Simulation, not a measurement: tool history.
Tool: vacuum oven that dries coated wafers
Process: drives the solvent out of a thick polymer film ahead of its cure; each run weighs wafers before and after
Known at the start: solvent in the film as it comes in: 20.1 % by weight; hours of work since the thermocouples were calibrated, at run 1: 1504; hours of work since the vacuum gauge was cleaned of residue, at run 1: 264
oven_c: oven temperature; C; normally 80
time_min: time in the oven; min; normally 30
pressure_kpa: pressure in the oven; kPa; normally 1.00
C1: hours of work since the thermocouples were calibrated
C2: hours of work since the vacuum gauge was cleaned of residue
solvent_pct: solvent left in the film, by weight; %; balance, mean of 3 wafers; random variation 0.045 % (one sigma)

run 1 hour=0.0 | oven_c=80 time_min=30 pressure_kpa=1.00 | C1=1504 C2=264 | solvent_pct=1.58
run 2 hour=20.3 | oven_c=80 time_min=30 pressure_kpa=1.00 | C1=1512 C2=272 | solvent_pct=1.48
run 3 hour=43.6 | oven_c=80 time_min=30 pressure_kpa=1.00 | C1=1521 C2=281 | solvent_pct=1.69
run 4 hour=65.6 | oven_c=83 time_min=30 pressure_kpa=1.00 | C1=1530 C2=290 | solvent_pct=1.07
run 5 hour=95.5 | oven_c=83 time_min=30 pressure_kpa=1.00 | C1=1542 C2=302 | solvent_pct=1.09
run 6 hour=109.9 | oven_c=83 time_min=30 pressure_kpa=1.00 | C1=1548 C2=308 | solvent_pct=0.94
run 7 hour=137.5 | oven_c=83 time_min=30 pressure_kpa=1.00 | C1=1559 C2=319 | solvent_pct=0.97
run 8 hour=153.0 | oven_c=83 time_min=30 pressure_kpa=1.00 | C1=1565 C2=325 | solvent_pct=1.02
run 9 hour=172.8 | oven_c=80 time_min=50 pressure_kpa=1.00 | C1=1573 C2=333 | solvent_pct=0.55
run 10 hour=198.8 | oven_c=80 time_min=17 pressure_kpa=1.00 | C1=1583 C2=343 | solvent_pct=4.02
run 11 hour=215.8 | oven_c=83 time_min=30 pressure_kpa=1.00 | C1=1590 C2=350 | solvent_pct=0.96
run 12 hour=234.7 | oven_c=80 time_min=30 pressure_kpa=1.00 | C1=1598 C2=357 | solvent_pct=1.55
run 13 hour=264.0 | oven_c=69 time_min=25 pressure_kpa=0.85 | C1=1609 C2=369 | solvent_pct=5.94
run 14 hour=287.6 | oven_c=69 time_min=25 pressure_kpa=0.85 | C1=1619 C2=379 | solvent_pct=5.88
run 15 hour=312.8 | oven_c=69 time_min=29 pressure_kpa=0.85 | C1=1629 C2=389 | solvent_pct=5.02
run 16 hour=334.0 | oven_c=79 time_min=27 pressure_kpa=2.32 | C1=1637 C2=397 | solvent_pct=2.51
run 17 hour=349.9 | oven_c=93 time_min=28 pressure_kpa=1.15 | C1=1644 C2=404 | solvent_pct=0.30
run 18 hour=370.6 | oven_c=80 time_min=41 pressure_kpa=0.67 | C1=1652 C2=412 | solvent_pct=0.67
run 19 hour=395.8 | oven_c=80 time_min=41 pressure_kpa=0.67 | C1=1662 C2=422 | solvent_pct=0.68
-- hour=405.7 oven's thermocouples calibrated
run 20 hour=413.0 | oven_c=82 time_min=41 pressure_kpa=0.67 | C1=3 C2=428 | solvent_pct=0.69
run 21 hour=435.7 | oven_c=95 time_min=30 pressure_kpa=3.66 | C1=12 C2=437 | solvent_pct=0.62
run 22 hour=458.4 | oven_c=95 time_min=30 pressure_kpa=3.66 | C1=21 C2=446 | solvent_pct=0.59
run 23 hour=483.3 | oven_c=95 time_min=30 pressure_kpa=3.66 | C1=31 C2=456 | solvent_pct=0.57

Predict each of these 3 candidate next runs independently; none follows another, all start after run 23:
run A hour=505.3 | oven_c=91 time_min=28 pressure_kpa=1.00 | C1=40 C2=465 | solvent_pct=?
run B hour=505.3 | oven_c=95 time_min=30 pressure_kpa=0.60 | C1=40 C2=465 | solvent_pct=?
run C hour=505.3 | oven_c=82 time_min=29 pressure_kpa=3.19 | C1=40 C2=465 | solvent_pct=?

run=A solvent_pct=0.52
run=B solvent_pct=0.18
run=C solvent_pct=2.15
Take away the tool's hidden state, keep each run's random variation, and the runs would have read:
run=A solvent_pct=0.50
run=B solvent_pct=0.17
run=C solvent_pct=2.10

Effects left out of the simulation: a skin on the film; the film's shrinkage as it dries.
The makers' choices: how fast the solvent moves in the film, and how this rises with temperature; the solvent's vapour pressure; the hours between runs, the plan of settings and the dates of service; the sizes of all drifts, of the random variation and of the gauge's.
